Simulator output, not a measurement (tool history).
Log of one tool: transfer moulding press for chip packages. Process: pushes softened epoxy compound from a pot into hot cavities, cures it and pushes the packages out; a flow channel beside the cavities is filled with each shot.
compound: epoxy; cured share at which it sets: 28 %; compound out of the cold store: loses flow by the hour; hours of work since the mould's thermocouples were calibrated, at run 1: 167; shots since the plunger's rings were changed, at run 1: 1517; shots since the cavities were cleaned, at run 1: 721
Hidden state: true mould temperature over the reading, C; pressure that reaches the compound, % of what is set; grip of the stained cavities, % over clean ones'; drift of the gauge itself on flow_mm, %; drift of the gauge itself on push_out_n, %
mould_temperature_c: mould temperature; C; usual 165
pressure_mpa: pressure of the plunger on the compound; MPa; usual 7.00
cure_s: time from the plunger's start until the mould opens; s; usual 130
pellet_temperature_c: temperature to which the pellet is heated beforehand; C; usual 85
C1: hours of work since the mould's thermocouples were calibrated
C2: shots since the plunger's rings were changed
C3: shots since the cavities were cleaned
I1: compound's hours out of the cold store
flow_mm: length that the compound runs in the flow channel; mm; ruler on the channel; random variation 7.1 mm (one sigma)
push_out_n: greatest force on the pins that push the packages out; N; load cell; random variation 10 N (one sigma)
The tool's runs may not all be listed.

run 1 day=0.000 | mould_temperature_c=165 pressure_mpa=7.00 cure_s=130 pellet_temperature_c=85 | C1=167 C2=1517 C3=721 | I1=32.0 | flow_mm=838 push_out_n=771
run 2 day=0.292 | mould_temperature_c=165 pressure_mpa=7.00 cure_s=130 pellet_temperature_c=85 | C1=172 C2=1581 C3=785 | I1=32.9 | flow_mm=824 push_out_n=798
run 3 day=0.475 | mould_temperature_c=165 pressure_mpa=7.00 cure_s=130 pellet_temperature_c=85 | C1=175 C2=1621 C3=825 | I1=28.3 | flow_mm=854 push_out_n=808
run 4 day=0.725 | mould_temperature_c=165 pressure_mpa=7.00 cure_s=130 pellet_temperature_c=85 | C1=179 C2=1676 C3=880 | I1=9.6 | flow_mm=975 push_out_n=783
run 5 day=1.079 | mould_temperature_c=165 pressure_mpa=7.00 cure_s=130 pellet_temperature_c=85 | C1=184 C2=1752 C3=956 | I1=9.0 | flow_mm=965 push_out_n=845
-- day=1.217 cavities cleaned with cleaning compound and waxed
run 6 day=1.479 | mould_temperature_c=165 pressure_mpa=7.00 cure_s=130 pellet_temperature_c=85 | C1=189 C2=1826 C3=57 | I1=19.4 | flow_mm=905 push_out_n=516
run 7 day=1.842 | mould_temperature_c=165 pressure_mpa=7.00 cure_s=130 pellet_temperature_c=85 | C1=195 C2=1906 C3=137 | I1=20.2 | flow_mm=876 push_out_n=567
run 8 day=2.208 | mould_temperature_c=162 pressure_mpa=7.00 cure_s=130 pellet_temperature_c=85 | C1=201 C2=1986 C3=217 | I1=35.7 | flow_mm=818 push_out_n=673
run 9 day=2.379 | mould_temperature_c=165 pressure_mpa=7.00 cure_s=112 pellet_temperature_c=85 | C1=203 C2=2023 C3=254 | I1=44.7 | flow_mm=766 push_out_n=695
run 10 day=2.654 | mould_temperature_c=165 pressure_mpa=7.00 cure_s=130 pellet_temperature_c=82 | C1=208 C2=2083 C3=314 | I1=13.5 | flow_mm=920 push_out_n=663
run 11 day=2.821 | mould_temperature_c=165 pressure_mpa=7.00 cure_s=130 pellet_temperature_c=90 | C1=210 C2=2120 C3=351 | I1=41.4 | flow_mm=771 push_out_n=639
run 12 day=3.088 | mould_temperature_c=165 pressure_mpa=7.00 cure_s=130 pellet_temperature_c=85 | C1=214 C2=2177 C3=408 | I1=41.6 | flow_mm=779 push_out_n=668
run 13 day=3.371 | mould_temperature_c=165 pressure_mpa=7.00 cure_s=130 pellet_temperature_c=85 | C1=219 C2=2239 C3=470 | I1=10.8 | flow_mm=943 push_out_n=723
run 14 day=3.721 | mould_temperature_c=165 pressure_mpa=7.00 cure_s=130 pellet_temperature_c=85 | C1=224 C2=2316 C3=547 | I1=33.2 | flow_mm=812 push_out_n=715
-- day=3.829 mould's thermocouples calibrated
run 15 day=4.150 | mould_temperature_c=165 pressure_mpa=7.00 cure_s=130 pellet_temperature_c=85 | C1=5 C2=2392 C3=623 | I1=21.3 | flow_mm=880 push_out_n=741
run 16 day=4.338 | mould_temperature_c=157 pressure_mpa=5.59 cure_s=162 pellet_temperature_c=91 | C1=8 C2=2433 C3=664 | I1=16.8 | flow_mm=837 push_out_n=868

Run 17 comes next. What will it give?
run 17 day=4.625 | mould_temperature_c=157 pressure_mpa=5.59 cure_s=162 pellet_temperature_c=91 | C1=12 C2=2495 C3=726 | I1=10.4 | flow_mm=? push_out_n=?

flow_mm: 888 mm
push_out_n: 926 N
Without the tool's hidden state the same run would have given flow_mm 910 mm, push_out_n 529 N.
